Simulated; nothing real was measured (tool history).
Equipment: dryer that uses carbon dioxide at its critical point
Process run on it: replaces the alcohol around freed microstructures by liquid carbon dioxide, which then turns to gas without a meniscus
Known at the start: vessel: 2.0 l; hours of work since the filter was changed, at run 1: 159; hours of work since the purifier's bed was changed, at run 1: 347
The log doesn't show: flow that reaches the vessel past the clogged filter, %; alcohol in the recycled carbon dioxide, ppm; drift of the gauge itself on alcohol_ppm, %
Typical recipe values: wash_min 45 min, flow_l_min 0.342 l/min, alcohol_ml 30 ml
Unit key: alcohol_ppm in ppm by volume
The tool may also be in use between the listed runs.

| run | hour | wash_min | flow_l_min | alcohol_ml | hours of work since the filter was changed | hours of work since the purifier's bed was changed | alcohol_ppm |
|---|---|---|---|---|---|---|---|
| 1 | 0 | 45 | 0.342 | 30 | 159 | 347 | 58 |
| 2 | 42.6 | 45 | 0.544 | 30 | 184 | 371 | 40 |
| 3 | 82.7 | 45 | 0.544 | 30 | 207 | 395 | 37 |
| 4 | 137.1 | 45 | 0.544 | 30 | 239 | 426 | 42 |
| 5 | 196.3 | 45 | 0.544 | 30 | 273 | 460 | 37 |
|  | 212.5 | inlet filter changed |
| 6 | 227.8 | 45 | 0.342 | 30 | 9 | 478 | 58 |
| 7 | 256.4 | 45 | 0.342 | 30 | 25 | 495 | 61 |
| 8 | 285.5 | 45 | 0.342 | 30 | 42 | 511 | 68 |
| 9 | 327.9 | 45 | 0.342 | 30 | 67 | 536 | 65 |
| 10 | 362.9 | 45 | 0.342 | 30 | 87 | 556 | 62 |
| 11 | 400.1 | 45 | 0.342 | 30 | 109 | 578 | 73 |
| 12 | 430.7 | 45 | 0.342 | 30 | 126 | 596 | 68 |
| 13 | 484.8 | 64 | 0.342 | 30 | 158 | 627 | 53 |
| 14 | 520.6 | 45 | 0.342 | 30 | 179 | 648 | 74 |
| 15 | 554.9 | 45 | 0.342 | 57 | 198 | 667 | 108 |
| 16 | 601 | 45 | 0.342 | 57 | 225 | 694 | 107 |
| 17 | 663.8 | 45 | 0.342 | 42 | 261 | 731 | 93 |
|  | 700.5 | inlet filter changed |
| 18 | 707 | 32 | 0.342 | 42 | 4 | 755 | 223 |
| 19 | 775.6 | 32 | 0.342 | 42 | 43 | 795 | 232 |
| 20 | 821.3 | 45 | 0.342 | 30 | 70 | 821 | 85 |
| 21 | 849.9 | 45 | 0.342 | 30 | 87 | 838 | 84 |
| 22 | 885.7 | 45 | 0.342 | 30 | 107 | 859 | 85 |
| 23 | 915.5 | 45 | 0.342 | 30 | 125 | 876 | 89 |
| 24 | 950.9 | 45 | 0.342 | 30 | 145 | 896 | 96 |
| 25 | 988.3 | 55 | 0.253 | 44 | 167 | 918 | 130 |
| 26 | 1044.7 | 43 | 0.473 | 44 | 199 | 951 | 88 |
| 27 | 1076.7 | 54 | 0.381 | 93 | 218 | 969 | 84 |
| 28 | 1127.8 | 56 | 0.381 | 93 | 247 | 999 | 81 |
|  | 1187.6 | inlet filter changed |
| 29 | 1188.6 | 32 | 0.32 | 66 | 1 | 1033 | 419 |
|  | 1207.2 | purifier's bed changed |
| 30 | 1250.5 | 32 | 0.32 | 66 | 35 | 25 | 369 |
| 31 | 1316.4 | 49 | 0.43 | 34 | 73 | 63 | 7 |
| 32 | 1381.3 | 45 | 0.529 | 38 | 110 | 101 | 11 |
| 33 | 1430 | 46 | 0.378 | 38 | 139 | 129 | 25 |
| 34 | 1474.2 | 37 | 0.428 | 47 | 164 | 155 | 50 |
| 35 | 1535.9 | 45 | 0.342 | 24 | 200 | 190 | 36 |
| 36 | 1599.3 | 53 | 0.342 | 29 | 237 | 227 | 37 |
| 37 | 1628.7 | 53 | 0.342 | 29 | 254 | 244 | 33 |
|  | 1678.1 | inlet filter changed |
| 38 | 1691 | 34 | 0.404 | 53 | 7 | 280 | 97 |
| 39 | 1757.2 | 34 | 0.28 | 24 | 46 | 318 | 205 |
| 40 | 1820 | 37 | 0.219 | 30 | 82 | 354 | 427 |
| 41 | 1878.2 | 36 | 0.497 | 26 | 116 | 388 | 50 |
| 42 | 1913.8 | 34 | 0.409 | 26 | 137 | 409 | 74 |
| 43 | 1957.6 | 34 | 0.409 | 26 | 162 | 434 | 81 |
| 44 | 2007 | 34 | 0.409 | 36 | 191 | 463 | 94 |
| 45 | 2069.1 | 45 | 0.342 | 55 | 226 | 499 | 86 |
| 46 | 2101.7 | 34 | 0.224 | 30 | 245 | 518 | 652 |
| 47 | 2135.3 | 34 | 0.224 | 30 | 265 | 537 | 661 |

Below, some changes in alcohol_ppm between adjacent runs. For each, the amount present without the hidden state too (settings, incoming material, random variation) and the amount remaining for the hidden state with gauge scatter not shared by both compared results:
Run 29 -> 30: purifier's bed changed. alcohol_ppm -50 ppm by volume: hidden state -56, all else +6.
Run 30 -> 31: wash_min 32 -> 49, flow_l_min 0.32 -> 0.43, alcohol_ml 66 -> 34. alcohol_ppm -362 ppm by volume: hidden state -28, all else -334.
Run 40 -> 41: wash_min 37 -> 36, flow_l_min 0.219 -> 0.497, alcohol_ml 30 -> 26. alcohol_ppm -377 ppm by volume: hidden state -38, all else -339.
Run 45 -> 46: wash_min 45 -> 34, flow_l_min 0.342 -> 0.224, alcohol_ml 55 -> 30. alcohol_ppm +566 ppm by volume: hidden state +133, all else +433.
